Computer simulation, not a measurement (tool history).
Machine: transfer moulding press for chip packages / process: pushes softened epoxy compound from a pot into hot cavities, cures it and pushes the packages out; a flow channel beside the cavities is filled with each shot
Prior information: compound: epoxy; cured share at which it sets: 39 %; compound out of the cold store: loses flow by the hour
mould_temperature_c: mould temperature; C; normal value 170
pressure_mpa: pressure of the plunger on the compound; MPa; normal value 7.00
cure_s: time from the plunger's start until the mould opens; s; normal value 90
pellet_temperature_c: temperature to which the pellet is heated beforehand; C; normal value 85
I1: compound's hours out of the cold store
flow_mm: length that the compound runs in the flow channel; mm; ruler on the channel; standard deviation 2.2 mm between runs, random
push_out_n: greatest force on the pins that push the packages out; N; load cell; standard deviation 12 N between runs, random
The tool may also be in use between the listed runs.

Run 1, day 0.000: usual settings; I1 36.2. Result: flow_mm 567 mm, push_out_n 521 N.
Run 2, day 0.521: usual settings; I1 17.5. Result: flow_mm 598 mm, push_out_n 632 N.
Run 3, day 1.004: usual settings; I1 40.2. Result: flow_mm 563 mm, push_out_n 673 N.
Run 4, day 1.696: usual settings; I1 39.5. Result: flow_mm 557 mm, push_out_n 766 N.
Run 5, day 2.321: usual settings; I1 35.7. Result: flow_mm 566 mm, push_out_n 818 N.
Run 6, day 2.829: usual settings; I1 44.6. Result: flow_mm 548 mm, push_out_n 870 N.
Run 7, day 3.483: usual settings but mould_temperature_c 168 C; I1 12.0. Result: flow_mm 601 mm, push_out_n 1031 N.
At day 4.058: cavities cleaned with cleaning compound and waxed.
Run 8, day 4.079: usual settings but mould_temperature_c 168 C; I1 21.2. Result: flow_mm 586 mm, push_out_n 603 N.
Run 9, day 4.821: usual settings but pellet_temperature_c 82 C; I1 33.3. Result: flow_mm 564 mm, push_out_n 646 N.
Run 10, day 5.496: usual settings but pellet_temperature_c 82 C; I1 41.4. Result: flow_mm 548 mm, push_out_n 695 N.
Run 11, day 5.917: usual settings but pellet_temperature_c 82 C; I1 21.3. Result: flow_mm 576 mm, push_out_n 817 N.

Some steps in flow_mm, run to run, broken into two amounts with sign: the step expected even without the hidden condition (settings, incoming material, random variation), and the rest, left for the hidden condition together with whatever gauge scatter is not in both the measured and the hidden-condition-free result:
Hidden state at play: true mould temperature over the reading, C; pressure that reaches the compound, % of what is set; grip of the stained cavities, % over clean ones'; drift of the gauge itself on flow_mm, %; drift of the gauge itself on push_out_n, %.
Run 6 -> 7: mould_temperature_c 170 -> 168. flow_mm +53 mm: hidden state -3, all else +56.
